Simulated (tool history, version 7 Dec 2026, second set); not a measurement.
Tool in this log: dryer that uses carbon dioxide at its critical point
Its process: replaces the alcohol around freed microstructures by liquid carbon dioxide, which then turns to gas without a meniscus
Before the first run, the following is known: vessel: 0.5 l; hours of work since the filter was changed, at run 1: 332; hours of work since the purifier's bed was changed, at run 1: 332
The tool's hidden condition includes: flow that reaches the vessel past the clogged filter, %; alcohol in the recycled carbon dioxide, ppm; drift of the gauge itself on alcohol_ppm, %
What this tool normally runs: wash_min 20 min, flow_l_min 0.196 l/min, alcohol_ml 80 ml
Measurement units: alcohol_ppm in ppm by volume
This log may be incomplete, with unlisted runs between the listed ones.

run	hour	wash_min	flow_l_min	alcohol_ml	hours of work since the filter was changed	hours of work since the purifier's bed was changed	alcohol_ppm
1	0.0	20	0.196	80	332	332	302
2	8.5	30	0.196	80	338	338	69
3	18.3	24	0.196	80	345	345	128
4	24.1	20	0.196	80	349	349	306
5	33.1	20	0.196	37	355	355	185
6	38.2	20	0.196	80	358	358	326
7	49.2	20	0.196	80	366	366	323
8	60.2	20	0.196	80	374	374	329
9	65.9	20	0.196	80	377	377	335
10	71.7	20	0.196	80	381	381	333
11	78.4	20	0.196	80	386	386	331
12	83.4	20	0.196	80	390	390	333
13	91.7	16	0.196	80	395	395	1060
14	101.7	16	0.196	80	402	402	1073
15	114.0	16	0.196	80	411	411	1064
16	125.0	20	0.196	80	418	418	354
17	135.4	20	0.196	80	425	425	359
18	144.4	20	0.122	80	432	432	3642
19	151.1	20	0.236	80	436	436	145
20	158.2	23	0.196	80	441	441	183
21	169.8	23	0.196	80	449	449	210
22	177.8	23	0.196	80	455	455	196
23	184.2	23	0.196	80	459	459	205
24	192.0	23	0.196	80	465	465	205
25	200.2	23	0.196	80	470	470	200
26	207.5	23	0.196	80	475	475	213
27	219.8	23	0.196	80	484	484	212
28	231.4	23	0.140	63	492	492	997
29	237.6	12	0.140	60	496	496	9446
30	243.6	25	0.197	48	500	500	124

Run 31 has not been measured yet. What should we expect?
31	252.2	25	0.197	48	506	506	?

{"run 31": {"alcohol_ppm": 135}}
Without the tool's hidden state the same run would have given alcohol_ppm 24 ppm by volume.
